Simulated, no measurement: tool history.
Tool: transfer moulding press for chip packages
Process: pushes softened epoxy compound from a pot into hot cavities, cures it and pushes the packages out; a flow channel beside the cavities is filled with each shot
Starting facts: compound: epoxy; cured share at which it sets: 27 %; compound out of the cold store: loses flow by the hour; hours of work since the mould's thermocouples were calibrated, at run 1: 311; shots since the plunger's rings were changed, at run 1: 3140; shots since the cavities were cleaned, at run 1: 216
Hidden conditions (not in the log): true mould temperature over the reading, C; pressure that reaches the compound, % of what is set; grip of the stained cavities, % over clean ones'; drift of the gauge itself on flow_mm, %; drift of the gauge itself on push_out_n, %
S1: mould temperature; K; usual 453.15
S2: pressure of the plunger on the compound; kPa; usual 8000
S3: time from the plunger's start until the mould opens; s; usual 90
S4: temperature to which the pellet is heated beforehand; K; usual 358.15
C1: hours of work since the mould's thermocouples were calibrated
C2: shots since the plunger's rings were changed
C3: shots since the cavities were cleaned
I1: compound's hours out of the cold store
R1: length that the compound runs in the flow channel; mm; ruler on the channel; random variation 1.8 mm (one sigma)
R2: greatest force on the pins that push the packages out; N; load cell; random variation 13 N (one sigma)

{"run": 1, "hour": 0.0, "S1": 453.15, "S2": 8000, "S3": 90, "S4": 358.15, "C1": 311, "C2": 3140, "C3": 216, "I1": 35.5, "R1": 520, "R2": 728}
{"run": 2, "hour": 10.0, "S1": 453.15, "S2": 9620, "S3": 90, "S4": 358.15, "C1": 317, "C2": 3254, "C3": 330, "I1": 15.1, "R1": 613, "R2": 808}
{"run": 3, "hour": 20.0, "S1": 453.15, "S2": 8000, "S3": 90, "S4": 360.15, "C1": 324, "C2": 3367, "C3": 443, "I1": 30.1, "R1": 524, "R2": 824}
{"run": 4, "hour": 31.2, "S1": 453.15, "S2": 8000, "S3": 90, "S4": 349.15, "C1": 331, "C2": 3494, "C3": 570, "I1": 18.4, "R1": 554, "R2": 940}
{"run": 5, "hour": 45.6, "S1": 449.15, "S2": 8000, "S3": 90, "S4": 349.15, "C1": 339, "C2": 3657, "C3": 733, "I1": 47.6, "R1": 498, "R2": 1166}
{"hour": 49.1, "done": "cavities cleaned with cleaning compound and waxed"}
{"run": 6, "hour": 62.0, "S1": 449.15, "S2": 8000, "S3": 90, "S4": 349.15, "C1": 349, "C2": 3827, "C3": 146, "I1": 47.1, "R1": 501, "R2": 896}
{"run": 7, "hour": 70.3, "S1": 449.15, "S2": 8000, "S3": 90, "S4": 365.15, "C1": 354, "C2": 3921, "C3": 240, "I1": 8.8, "R1": 575, "R2": 986}
{"run": 8, "hour": 78.4, "S1": 449.15, "S2": 8000, "S3": 90, "S4": 365.15, "C1": 359, "C2": 4013, "C3": 332, "I1": 25.5, "R1": 538, "R2": 980}
{"run": 9, "hour": 89.9, "S1": 458.15, "S2": 8000, "S3": 90, "S4": 362.15, "C1": 366, "C2": 4144, "C3": 463, "I1": 24.3, "R1": 525, "R2": 704}
{"run": 10, "hour": 98.9, "S1": 458.15, "S2": 6590, "S3": 88, "S4": 362.15, "C1": 371, "C2": 4245, "C3": 564, "I1": 34.5, "R1": 457, "R2": 696}
{"run": 11, "hour": 108.9, "S1": 453.15, "S2": 6010, "S3": 71, "S4": 358.15, "C1": 378, "C2": 4359, "C3": 678, "I1": 25.3, "R1": 466, "R2": 1554}
{"hour": 117.8, "done": "cavities cleaned with cleaning compound and waxed"}
{"run": 12, "hour": 123.3, "S1": 453.15, "S2": 8000, "S3": 91, "S4": 358.15, "C1": 386, "C2": 4505, "C3": 62, "I1": 45.6, "R1": 493, "R2": 607}
{"run": 13, "hour": 136.9, "S1": 457.15, "S2": 9110, "S3": 90, "S4": 362.15, "C1": 394, "C2": 4660, "C3": 217, "I1": 40.6, "R1": 528, "R2": 603}

How the hidden state differs across the entries between the runs, from the last listed run before each to the first after it:
Between runs 5 and 6: cavities cleaned with cleaning compound and waxed (hour 49.1)
  true mould temperature over the reading, C: 0.39 -> 0.4; pressure that reaches the compound, % of what is set: 94.29 -> 94.04; grip of the stained cavities, % over clean ones': 54.1 -> 17.1
  measured result minus the result with no hidden state, R1: -16 -> -17 mm; R2: +390 -> +112 N
Between runs 11 and 12: cavities cleaned with cleaning compound and waxed (hour 117.8)
  true mould temperature over the reading, C: 0.45 -> 0.46; pressure that reaches the compound, % of what is set: 93.23 -> 93.01; grip of the stained cavities, % over clean ones': 53.1 -> 8.6
  measured result minus the result with no hidden state, R1: -17 -> -19 mm; R2: +513 -> +35 N

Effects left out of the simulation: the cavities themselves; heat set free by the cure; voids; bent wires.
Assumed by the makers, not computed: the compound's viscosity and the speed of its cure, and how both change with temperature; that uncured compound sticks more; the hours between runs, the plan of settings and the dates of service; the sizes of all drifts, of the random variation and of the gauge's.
